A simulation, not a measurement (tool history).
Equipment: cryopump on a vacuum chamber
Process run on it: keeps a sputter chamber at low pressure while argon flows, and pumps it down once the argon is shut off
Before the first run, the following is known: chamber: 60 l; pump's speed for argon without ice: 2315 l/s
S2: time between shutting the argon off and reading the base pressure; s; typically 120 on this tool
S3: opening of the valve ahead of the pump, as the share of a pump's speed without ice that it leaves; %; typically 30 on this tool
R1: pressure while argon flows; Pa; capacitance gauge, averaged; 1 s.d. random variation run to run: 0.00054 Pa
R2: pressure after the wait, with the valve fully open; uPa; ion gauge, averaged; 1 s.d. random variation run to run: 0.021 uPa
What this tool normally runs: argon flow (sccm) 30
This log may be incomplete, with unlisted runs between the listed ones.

Run 1, hour 0.0: usual settings. Result: R1 0.0766 Pa, R2 0.86 uPa.
Run 2, hour 16.7: usual settings. Result: R1 0.0769 Pa, R2 0.88 uPa.
Run 3, hour 24.5: usual settings. Result: R1 0.0757 Pa, R2 0.83 uPa.
Run 4, hour 36.2: usual settings but S3 19 %. Result: R1 0.1171 Pa, R2 0.87 uPa.
Run 5, hour 49.1: usual settings but S3 20 %. Result: R1 0.1132 Pa, R2 0.90 uPa.
Run 6, hour 62.9: usual settings but S3 20 %. Result: R1 0.1127 Pa, R2 0.92 uPa.
Run 7, hour 71.0: usual settings but S3 20 %. Result: R1 0.1132 Pa, R2 0.94 uPa.
Run 8, hour 84.7: usual settings but argon flow (sccm) 39, S3 24 %. Result: R1 0.1227 Pa, R2 0.91 uPa.
Run 9, hour 99.6: usual settings but S2 44 s. Result: R1 0.0764 Pa, R2 1.48 uPa.
Run 10, hour 116.7: usual settings but argon flow (sccm) 35, S2 99 s. Result: R1 0.0909 Pa, R2 1.01 uPa.
Run 11, hour 128.5: usual settings but argon flow (sccm) 21, S2 57 s. Result: R1 0.0536 Pa, R2 1.32 uPa.
Run 12, hour 145.3: usual settings but argon flow (sccm) 13. Result: R1 0.0331 Pa, R2 0.98 uPa.
Run 13, hour 158.9: usual settings but argon flow (sccm) 13, S2 242 s, S3 28 %. Result: R1 0.0358 Pa, R2 0.81 uPa.

4 options for the next run, each taken on its own from the tool as it stands now. Forecast them:
Run A, hour 171.9: usual settings but S3 24 %. Result: R1 ?, R2 ?.
Run B, hour 171.9: usual settings but S3 15 %. Result: R1 ?, R2 ?.
Run C, hour 171.9: usual settings but S3 55 %. Result: R1 ?, R2 ?.
Run D, hour 171.9: usual settings but argon flow (sccm) 44, S2 262 s, S3 28 %. Result: R1 ?, R2 ?.

run      R1    R2
  A  0.0960  0.97
  B  0.1505  0.98
  C  0.0450  1.05
  D  0.1216  0.83
With no hidden state in the tool, these same runs would have given:
run      R1    R2
  A  0.0912  0.42
  B  0.1457  0.44
  C  0.0403  0.48
  D  0.1146  0.28
